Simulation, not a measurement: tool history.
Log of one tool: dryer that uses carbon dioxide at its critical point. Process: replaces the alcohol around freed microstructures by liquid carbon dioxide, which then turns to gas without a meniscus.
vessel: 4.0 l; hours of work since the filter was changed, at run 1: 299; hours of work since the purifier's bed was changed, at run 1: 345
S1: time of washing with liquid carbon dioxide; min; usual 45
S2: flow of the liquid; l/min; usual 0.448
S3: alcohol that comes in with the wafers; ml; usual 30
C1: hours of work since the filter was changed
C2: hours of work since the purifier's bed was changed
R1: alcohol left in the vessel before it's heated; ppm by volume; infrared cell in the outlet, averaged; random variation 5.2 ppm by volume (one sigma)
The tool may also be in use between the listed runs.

run   hour  S1     S2  S3   C1   C2   R1
  1    0.0  45  0.448  30  299  345  198
  2   15.4  45  0.448  30  307  354  218
  3   32.3  45  0.448  30  316  363  228
      44.6  -- inlet filter changed
  4   50.5  45  0.448  30    3  372  126
  5   68.6  45  0.448  30   13  382  126
  6   81.1  45  0.448  30   20  389  142
  7  108.8  45  0.448  30   35  404  145
  8  130.1  45  0.448  30   46  415  149
  9  141.3  45  0.448  30   52  421  151
 10  155.8  49  0.486  30   60  429   92
 11  179.5  28  0.656  40   73  442  269
 12  200.9  28  0.656  40   84  453  273
 13  214.3  33  0.448  77   92  460  909

Forecast run 14:
 14  238.5  34  0.392  23  105  474   ?

Run 14 gave R1 411 ppm by volume.
Without the tool's hidden state the same run would have given R1 311 ppm by volume.

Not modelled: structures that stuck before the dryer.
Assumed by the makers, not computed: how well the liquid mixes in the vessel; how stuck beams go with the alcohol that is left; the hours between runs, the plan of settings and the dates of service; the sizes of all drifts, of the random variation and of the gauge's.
